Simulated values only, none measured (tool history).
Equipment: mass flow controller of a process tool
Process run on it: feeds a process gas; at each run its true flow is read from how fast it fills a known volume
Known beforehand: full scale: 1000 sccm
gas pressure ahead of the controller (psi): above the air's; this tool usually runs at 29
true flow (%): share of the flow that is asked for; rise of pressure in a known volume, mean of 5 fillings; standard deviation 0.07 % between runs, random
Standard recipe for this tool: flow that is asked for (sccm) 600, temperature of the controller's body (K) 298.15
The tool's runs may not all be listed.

run,hour,flow that is asked for (sccm),gas pressure ahead of the controller (psi),temperature of the controller's body (K),true flow (%)
1,0,600,29,298.15,98.66
2,122.6,600,29,298.15,98.64
3,272.7,779,29,298.15,98.92
4,387.4,779,29,304.15,99.69
5,461.9,295,29,298.15,97.75
6,581.3,295,29,298.15,97.61
7,704.4,295,29,298.15,97.49
8,773.8,600,29,312.15,99.68
9,900.4,600,29,298.15,98.46
10,1048.6,600,29,298.15,98.44
11,1167.1,600,29,298.15,98.34
12,1310.8,600,29,298.15,98.3
13,1374.6,600,29,298.15,98.3
14,1443.8,600,29,310.15,99.35
15,1587.9,600,29,298.15,98.36
16,1728.1,600,29,298.15,98.34
17,1850.4,600,29,298.15,98.3
18,1947.6,600,29,312.15,99.47
19,2050.3,600,29,312.15,99.49
20,2149.6,600,29,312.15,99.57
21,2255.4,600,29,312.15,99.54
22,2332.9,600,29,312.15,99.45
23,2434.9,600,29,312.15,99.37
24,2504.3,600,29,312.15,99.38
25,2640.8,400,29,298.15,97.47
26,2730.4,185,32.3,293.15,96.17
27,2808.4,995,38.4,302.15,100.08
28,2919.9,995,33.4,303.15,99.88
29,3006.8,995,32.8,303.15,99.82
30,3135.8,995,32.8,303.15,99.84
31,3261.7,931,29,296.15,98.75
32,3342.1,400,29,298.15,97.37
33,3478.9,115,32.3,300.15,95.51
34,3583.3,115,32.3,300.15,95.35
35,3666.7,115,32.3,300.15,95.29
36,3738.4,945,22.5,300.15,98.83
37,3880.5,945,22.5,300.15,98.67
38,4029.2,945,22.5,300.15,98.85
39,4110.8,945,22.5,300.15,98.72
40,4260.7,698,22.5,297.15,97.8
41,4383.6,698,22.5,297.15,97.56
42,4444.5,287,24.7,295.15,96.11
43,4564.4,174,28.6,307.15,96.29
44,4709.9,158,29.3,307.15,96.12
45,4818.7,742,23.8,307.15,98.73
46,4904.2,266,29,298.15,96.23
47,4967.9,266,29,298.15,96.24

Some steps in true flow (%), run to run, broken into two amounts with sign: the step expected even without the hidden condition (settings, incoming material, random variation), and the rest, left for the hidden condition together with whatever gauge scatter is not in both the measured and the hidden-condition-free result:
Unlogged tool condition in this case: flow at rest that the sensor doesn't see, % of full scale; true flow over the shown one, %; drift of the gauge itself on true_pct, %.
Run 26 -> 27: flow that is asked for (sccm) 185 -> 995, gas pressure ahead of the controller (psi) 32.3 -> 38.4, temperature of the controller's body (K) 293.15 -> 302.15. true flow (%) +3.91: hidden state +0.86, all else +3.05.
Run 32 -> 33: flow that is asked for (sccm) 400 -> 115, gas pressure ahead of the controller (psi) 29 -> 32.3, temperature of the controller's body (K) 298.15 -> 300.15. true flow (%) -1.86: hidden state -1.5, all else -0.36.
Run 35 -> 36: flow that is asked for (sccm) 115 -> 945, gas pressure ahead of the controller (psi) 32.3 -> 22.5. true flow (%) +3.54: hidden state +1.89, all else +1.65.
Run 44 -> 45: flow that is asked for (sccm) 158 -> 742, gas pressure ahead of the controller (psi) 29.3 -> 23.8. true flow (%) +2.61: hidden state +1.49, all else +1.12.

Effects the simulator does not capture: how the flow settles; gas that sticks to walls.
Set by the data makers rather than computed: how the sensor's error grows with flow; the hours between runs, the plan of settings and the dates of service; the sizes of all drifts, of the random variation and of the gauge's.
